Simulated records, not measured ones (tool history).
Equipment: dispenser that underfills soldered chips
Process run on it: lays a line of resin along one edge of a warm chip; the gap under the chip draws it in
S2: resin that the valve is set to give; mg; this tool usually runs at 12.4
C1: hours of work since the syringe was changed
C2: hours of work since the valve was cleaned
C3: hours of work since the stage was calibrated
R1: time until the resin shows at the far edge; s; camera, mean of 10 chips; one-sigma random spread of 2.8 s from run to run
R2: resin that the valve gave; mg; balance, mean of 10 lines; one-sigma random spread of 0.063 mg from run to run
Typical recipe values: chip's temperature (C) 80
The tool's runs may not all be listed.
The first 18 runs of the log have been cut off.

run 19 day=4.725 | chip's_temperature_(C)=93 S2=10.8 | C1=9 C2=10 C3=101 | R1=256.6 R2=10.66
-- day=4.858 new syringe of resin
run 20 day=5.017 | chip's_temperature_(C)=74 S2=10.8 | C1=3 C2=15 C3=106 | R1=417.5 R2=10.80
run 21 day=5.342 | chip's_temperature_(C)=66 S2=15.4 | C1=8 C2=20 C3=111 | R1=747.6 R2=15.32
-- day=5.512 new syringe of resin
run 22 day=5.604 | chip's_temperature_(C)=68 S2=12.7 | C1=2 C2=25 C3=115 | R1=509.0 R2=12.53
run 23 day=5.746 | chip's_temperature_(C)=87 S2=14.1 | C1=4 C2=27 C3=118 | R1=245.2 R2=13.97
run 24 day=5.917 | chip's_temperature_(C)=79 S2=12.4 | C1=7 C2=30 C3=120 | R1=404.4 R2=12.27
-- day=6.167 new syringe of resin
run 25 day=6.167 | chip's_temperature_(C)=79 S2=12.4 | C1=0 C2=34 C3=124 | R1=280.3 R2=12.23
run 26 day=6.392 | chip's_temperature_(C)=75 S2=10.6 | C1=4 C2=38 C3=128 | R1=425.6 R2=10.64
run 27 day=6.583 | chip's_temperature_(C)=80 S2=10.8 | C1=7 C2=41 C3=131 | R1=397.7 R2=10.67
run 28 day=6.779 | chip's_temperature_(C)=68 S2=13.0 | C1=10 C2=44 C3=135 | R1=762.4 R2=12.85
-- day=6.842 new syringe of resin
run 29 day=7.088 | chip's_temperature_(C)=92 S2=12.4 | C1=4 C2=49 C3=140 | R1=200.3 R2=12.17
run 30 day=7.417 | chip's_temperature_(C)=68 S2=12.4 | C1=10 C2=55 C3=145 | R1=754.1 R2=11.98
-- day=7.500 new syringe of resin
run 31 day=7.621 | chip's_temperature_(C)=80 S2=15.9 | C1=2 C2=58 C3=148 | R1=291.3 R2=15.53
run 32 day=7.767 | chip's_temperature_(C)=80 S2=15.9 | C1=4 C2=60 C3=151 | R1=330.1 R2=15.55
run 33 day=7.946 | chip's_temperature_(C)=85 S2=11.6 | C1=8 C2=63 C3=154 | R1=314.4 R2=11.29
-- day=8.154 new syringe of resin
run 34 day=8.258 | chip's_temperature_(C)=67 S2=11.7 | C1=2 C2=68 C3=159 | R1=532.4 R2=11.49

Below are 3 alternative next runs, each starting from the tool's condition after run 34. Predict each:
run A day=8.517 | chip's_temperature_(C)=95 S2=12.8 | C1=6 C2=73 C3=163 | R1=? R2=?
run B day=8.517 | chip's_temperature_(C)=67 S2=13.1 | C1=6 C2=73 C3=163 | R1=? R2=?
run C day=8.517 | chip's_temperature_(C)=88 S2=11.2 | C1=6 C2=73 C3=163 | R1=? R2=?

run=A R1=198.5 R2=12.33
run=B R1=668.2 R2=12.74
run=C R1=274.7 R2=10.86
Stripped of hidden state, with their random variation kept, the same runs would have yielded:
run=A R1=149.2 R2=12.67
run=B R1=506.6 R2=13.10
run=C R1=206.1 R2=11.16

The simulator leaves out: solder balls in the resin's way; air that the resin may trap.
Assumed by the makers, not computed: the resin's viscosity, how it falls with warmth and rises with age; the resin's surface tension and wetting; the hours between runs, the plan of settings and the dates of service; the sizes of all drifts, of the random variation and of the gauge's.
